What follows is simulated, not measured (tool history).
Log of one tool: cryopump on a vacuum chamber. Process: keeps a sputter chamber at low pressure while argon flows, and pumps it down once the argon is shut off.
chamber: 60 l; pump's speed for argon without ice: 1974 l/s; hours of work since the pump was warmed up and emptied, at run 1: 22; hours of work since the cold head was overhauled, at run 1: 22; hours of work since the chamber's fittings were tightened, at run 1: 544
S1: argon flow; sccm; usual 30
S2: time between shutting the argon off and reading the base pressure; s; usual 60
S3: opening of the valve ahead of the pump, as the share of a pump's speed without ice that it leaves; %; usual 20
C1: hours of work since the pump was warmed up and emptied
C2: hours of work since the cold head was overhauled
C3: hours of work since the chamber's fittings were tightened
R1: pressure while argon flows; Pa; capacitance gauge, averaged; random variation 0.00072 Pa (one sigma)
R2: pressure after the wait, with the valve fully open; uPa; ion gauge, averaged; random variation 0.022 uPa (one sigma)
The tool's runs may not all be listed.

run    day  S1  S2  S3   C1   C2   C3      R1    R2
  1  0.000  30  60  20   22   22  544  0.1281  0.92
  2  0.642  30  60  20   35   35  557  0.1281  0.91
  3  1.058  30  60  20   43   43  566  0.1262  0.88
  4  1.533  30  60  20   53   53  575  0.1292  0.89
  5  2.200  30  74  20   66   66  589  0.1279  0.80
  6  2.771  30  38  20   78   78  600  0.1297  1.24
  7  3.671  30  38  20   96   96  618  0.1297  1.22
  8  4.125  30  38  20  105  105  628  0.1294  1.22
  9  5.071  50  38  20  124  124  647  0.2177  1.23
 10  5.871  50  38  20  140  140  663  0.2149  1.29
 11  6.775  13  60  20  159  159  681  0.0560  0.97
 12  7.779  13  60  20  179  179  701  0.0570  0.97
 13  8.492  13  60  20  193  193  716  0.0559  0.95
 14  9.292  41  28  31  210  210  732  0.1161  1.49
 15  9.921  34  28  31  222  222  745  0.0963  1.62

3 ways to go on from here, each from the tool as it stands after run 15. What would each give?
  A  10.379  34   28  31  231  231  754   ?   ?
  B  10.379  25  105  24  231  231  754   ?   ?
  C  10.379  51   60  42  231  231  754   ?   ?

run      R1    R2
  A  0.0969  1.55
  B  0.0913  0.82
  C  0.1060  1.04
Without the tool's hidden state the same runs would have given:
run      R1    R2
  A  0.0951  1.19
  B  0.0899  0.45
  C  0.1033  0.67
